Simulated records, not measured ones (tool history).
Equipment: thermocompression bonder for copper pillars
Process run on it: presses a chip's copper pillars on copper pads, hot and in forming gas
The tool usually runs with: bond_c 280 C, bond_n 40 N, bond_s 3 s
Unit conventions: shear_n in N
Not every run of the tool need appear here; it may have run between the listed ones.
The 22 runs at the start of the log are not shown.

run 23 hour=380.1 | bond_c=309 bond_n=33 bond_s=5 | shear_n=71.1
run 24 hour=394.1 | bond_c=294 bond_n=45 bond_s=7 | shear_n=81.4
run 25 hour=412.7 | bond_c=304 bond_n=45 bond_s=2 | shear_n=57.1
run 26 hour=429.4 | bond_c=294 bond_n=24 bond_s=8 | shear_n=63.2
run 27 hour=442.3 | bond_c=294 bond_n=24 bond_s=8 | shear_n=64
run 28 hour=454 | bond_c=291 bond_n=27 bond_s=3 | shear_n=44.8
run 29 hour=469.4 | bond_c=280 bond_n=36 bond_s=3 | shear_n=47.6
run 30 hour=485.9 | bond_c=280 bond_n=34 bond_s=3 | shear_n=45.3
run 31 hour=497.1 | bond_c=297 bond_n=28 bond_s=3 | shear_n=48.6
run 32 hour=510.3 | bond_c=255 bond_n=58 bond_s=6 | shear_n=60.6
run 33 hour=526 | bond_c=270 bond_n=36 bond_s=3 | shear_n=42.3
run 34 hour=535.5 | bond_c=295 bond_n=29 bond_s=2 | shear_n=41.2
run 35 hour=555.1 | bond_c=267 bond_n=40 bond_s=3 | shear_n=42.6
run 36 hour=573.8 | bond_c=267 bond_n=38 bond_s=5 | shear_n=51.3

Predict each of these 3 candidate next runs independently; none follows another, all start after run 36:
run A hour=594.2 | bond_c=280 bond_n=40 bond_s=4 | shear_n=?
run B hour=594.2 | bond_c=306 bond_n=30 bond_s=9 | shear_n=?
run C hour=594.2 | bond_c=290 bond_n=40 bond_s=3 | shear_n=?

run=A shear_n=54.9
run=B shear_n=78.5
run=C shear_n=54
Stripped of hidden state, with their random variation kept, the same runs would have yielded:
run=A shear_n=60.1
run=B shear_n=85.7
run=C shear_n=59.1
